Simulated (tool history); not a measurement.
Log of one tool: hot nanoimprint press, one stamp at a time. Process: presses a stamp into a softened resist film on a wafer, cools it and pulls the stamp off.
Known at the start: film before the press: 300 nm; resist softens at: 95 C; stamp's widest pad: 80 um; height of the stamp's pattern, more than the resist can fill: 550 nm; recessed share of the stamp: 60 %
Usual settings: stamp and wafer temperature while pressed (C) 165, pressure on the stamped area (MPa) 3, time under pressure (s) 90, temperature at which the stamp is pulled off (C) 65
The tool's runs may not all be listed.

run   hour  stamp and wafer temperature while pressed (C)  pressure on the stamped area (MPa)  time under pressure (s)  temperature at which the stamp is pulled off (C)  resist left under the stamp's widest pad (Å)  greatest force while the stamp is pulled off (N)
  1      0                                            165                                   3                       90                                                65                                          1122                                               128
  2   12.5                                            165                                   3                       90                                                65                                          1121                                               128
  3   21.5                                            165                                   3                       90                                                65                                          1127                                               129
        39  -- stamp cleaned and given a new release coat
  4   43.3                                            165                                   3                       90                                                65                                          1118                                               127
  5   57.6                                            165                                   3                       90                                                65                                          1132                                               128
  6   66.4                                            165                                   3                       90                                                65                                          1132                                               130
  7     75                                            165                                   3                       90                                                65                                          1126                                               128
  8   82.2                                            165                                   3                       90                                                65                                          1131                                               128
  9   91.5                                            165                                   3                       90                                                65                                          1136                                               126
 10  106.9                                            165                                   3                       90                                                65                                          1128                                               130
     111.2  -- plate thermocouple calibrated
 11  119.1                                            165                                   3                       90                                                65                                          1134                                               126
 12  129.3                                            165                                 3.5                      110                                                65                                           970                                               131
 13  139.1                                            165                                 3.5                      110                                                65                                           956                                               126
 14  150.9                                            165                                 3.5                      103                                                67                                           989                                               123
 15  160.3                                            157                                   3                       90                                                65                                          1600                                               128
 16  177.2                                            174                                   3                       91                                                65                                           777                                               130
 17  186.1                                            157                                   2                       90                                                53                                          1891                                               156
 18  196.4                                            157                                   2                       90                                                53                                          1919                                               156
 19  208.4                                            157                                   2                       71                                                73                                          2027                                               111
 20  217.9                                            165                                   3                       90                                                55                                          1142                                               150
 21  231.9                                            165                                   3                      107                                                65                                          1071                                               131

Forecast each of these 5 alternatives for the next run:
     239.4  -- stamp cleaned and given a new release coat
  A  248.7                                            165                                3.81                      168                                                71                                             ?                                                 ?
     239.4  -- stamp cleaned and given a new release coat
  B  248.7                                            165                                   3                       56                                                65                                             ?                                                 ?
     239.4  -- stamp cleaned and given a new release coat
  C  248.7                                            165                                   3                      107                                                73                                             ?                                                 ?
     239.4  -- stamp cleaned and given a new release coat
  D  248.7                                            159                                3.16                       90                                                65                                             ?                                                 ?
     239.4  -- stamp cleaned and given a new release coat
  E  248.7                                            165                                3.59                      107                                                60                                             ?                                                 ?

run  resist left under the stamp's widest pad (Å)  greatest force while the stamp is pulled off (N)
  A                                           785                                               117
  B                                          1355                                               131
  C                                          1070                                               111
  D                                          1456                                               125
  E                                           979                                               139
Without the tool's hidden state the same runs would have given:
run  resist left under the stamp's widest pad (Å)  greatest force while the stamp is pulled off (N)
  A                                           769                                               117
  B                                          1327                                               131
  C                                          1048                                               111
  D                                          1426                                               125
  E                                           959                                               139

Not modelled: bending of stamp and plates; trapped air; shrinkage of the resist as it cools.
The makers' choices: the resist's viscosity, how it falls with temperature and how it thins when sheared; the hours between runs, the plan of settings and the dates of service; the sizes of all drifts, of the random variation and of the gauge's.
